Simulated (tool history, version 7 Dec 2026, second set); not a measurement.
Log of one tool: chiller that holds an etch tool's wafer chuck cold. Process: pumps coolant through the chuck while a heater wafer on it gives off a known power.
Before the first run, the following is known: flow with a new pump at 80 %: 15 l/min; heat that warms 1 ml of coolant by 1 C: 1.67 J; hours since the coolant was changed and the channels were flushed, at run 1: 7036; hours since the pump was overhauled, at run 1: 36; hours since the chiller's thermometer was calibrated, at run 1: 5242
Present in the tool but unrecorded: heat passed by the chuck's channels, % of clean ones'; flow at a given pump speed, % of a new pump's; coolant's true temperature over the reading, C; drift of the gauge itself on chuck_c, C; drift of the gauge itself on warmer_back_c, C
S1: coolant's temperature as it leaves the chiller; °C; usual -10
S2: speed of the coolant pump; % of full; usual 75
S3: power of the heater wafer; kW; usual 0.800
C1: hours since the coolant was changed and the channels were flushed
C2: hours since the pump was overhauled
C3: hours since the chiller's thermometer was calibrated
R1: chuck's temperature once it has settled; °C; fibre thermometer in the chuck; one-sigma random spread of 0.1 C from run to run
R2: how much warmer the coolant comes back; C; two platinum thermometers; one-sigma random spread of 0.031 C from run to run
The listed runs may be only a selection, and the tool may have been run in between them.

| run | hour | S1 | S2 | S3 | C1 | C2 | C3 | R1 | R2 |
|---|---|---|---|---|---|---|---|---|---|
| 1 | 0.0 | -10 | 75 | 0.800 | 7036 | 36 | 5242 | -3.9 | 2.03 |
| 2 | 26.0 | -10 | 75 | 0.800 | 7062 | 62 | 5268 | -3.7 | 2.01 |
| 3 | 56.5 | -10 | 75 | 0.800 | 7092 | 93 | 5298 | -3.9 | 2.02 |
| 4 | 88.1 | -10 | 82 | 0.800 | 7124 | 124 | 5330 | -4.4 | 1.84 |
| 5 | 112.6 | -10 | 82 | 0.800 | 7149 | 149 | 5355 | -4.5 | 1.89 |
| 6 | 132.5 | -10 | 82 | 0.800 | 7168 | 169 | 5374 | -4.5 | 1.86 |
| 7 | 160.7 | -10 | 82 | 0.800 | 7197 | 197 | 5403 | -4.5 | 1.88 |
| 8 | 187.9 | -10 | 75 | 0.800 | 7224 | 224 | 5430 | -3.8 | 2.02 |
| 9 | 208.2 | -10 | 75 | 0.800 | 7244 | 244 | 5450 | -4.0 | 2.06 |
| 10 | 235.3 | -10 | 75 | 0.800 | 7271 | 272 | 5477 | -3.8 | 2.09 |
| 11 | 253.0 | -10 | 75 | 0.800 | 7289 | 289 | 5495 | -3.9 | 2.02 |
| 12 | 285.4 | -10 | 75 | 0.800 | 7321 | 322 | 5527 | -3.9 | 1.98 |
| 13 | 304.4 | -10 | 75 | 0.800 | 7340 | 341 | 5546 | -3.8 | 2.04 |
| 14 | 327.7 | -10 | 75 | 0.800 | 7364 | 364 | 5570 | -3.7 | 2.05 |
| 15 | 358.5 | -10 | 75 | 0.800 | 7395 | 395 | 5600 | -4.1 | 2.08 |

The next listed run, before its measurement:
| 16 | 385.1 | -10 | 75 | 0.800 | 7421 | 421 | 5627 | ? | ? |

Run 16 gave R1 -3.8 °C, R2 2.10 C.
Take away the tool's hidden state, keep the run-to-run variation as it was, and the same run would have given R1 -4.5 °C, R2 2.10 C.
